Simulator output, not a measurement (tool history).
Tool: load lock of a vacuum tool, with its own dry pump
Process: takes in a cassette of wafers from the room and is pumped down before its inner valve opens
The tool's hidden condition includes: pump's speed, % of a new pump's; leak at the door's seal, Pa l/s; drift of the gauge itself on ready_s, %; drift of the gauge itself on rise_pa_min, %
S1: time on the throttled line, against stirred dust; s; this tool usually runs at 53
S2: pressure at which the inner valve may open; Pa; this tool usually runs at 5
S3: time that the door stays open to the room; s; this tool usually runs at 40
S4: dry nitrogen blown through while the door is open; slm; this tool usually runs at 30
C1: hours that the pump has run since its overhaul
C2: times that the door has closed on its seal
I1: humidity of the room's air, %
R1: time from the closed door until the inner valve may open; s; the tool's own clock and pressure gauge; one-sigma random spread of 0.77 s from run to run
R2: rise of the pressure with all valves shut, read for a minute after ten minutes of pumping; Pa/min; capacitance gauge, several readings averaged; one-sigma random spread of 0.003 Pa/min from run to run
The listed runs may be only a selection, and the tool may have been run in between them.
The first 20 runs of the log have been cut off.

run,day,S1,S2,S3,S4,C1,C2,I1,R1,R2
21,124.038,26,4,136,17,6452,12734,41.8,101.8,0.103
22,131.992,53,6,40,13,6642,13550,43.1,120.9,0.106
23,135.679,84,6,65,11,6731,13929,43.6,145.2,0.107
24,142.579,53,5,29,23,6896,14638,46.8,121.1,0.102
25,149.083,53,5,29,23,7053,15305,43.8,123.3,0.109
26,153.821,34,5,106,30,7166,15792,45.3,106.8,0.121
27,158.75,34,5,106,30,7285,16298,43.6,107,0.127
28,166.888,34,8,40,30,7480,17133,43.3,102.9,0.125
29,170.517,53,5,40,28,7567,17506,42.8,122.1,0.127
30,175.8,93,9,88,28,7694,18048,44.1,151.6,0.141
31,180.879,93,9,88,28,7816,18570,46.5,149.6,0.145
32,186.879,93,9,88,28,7960,19186,44.4,150.7,0.154
33,194.258,53,7,40,30,8137,19943,44.8,120.2,0.147
34,198.975,34,7,40,30,8250,20427,42,104.3,0.159
35,207.462,99,7,112,30,8454,21299,45.2,157.2,0.178
36,211.454,99,7,112,30,8550,21709,44.8,156.1,0.179

The next listed run, before its measurement:
37,216.121,48,7,112,30,8662,22188,44.6,?,?

For run 37 the tool returned R1 114.4 s, R2 0.185 Pa/min.
With no hidden state in the tool, this same run would have given R1 110.1 s, R2 0.03 Pa/min.

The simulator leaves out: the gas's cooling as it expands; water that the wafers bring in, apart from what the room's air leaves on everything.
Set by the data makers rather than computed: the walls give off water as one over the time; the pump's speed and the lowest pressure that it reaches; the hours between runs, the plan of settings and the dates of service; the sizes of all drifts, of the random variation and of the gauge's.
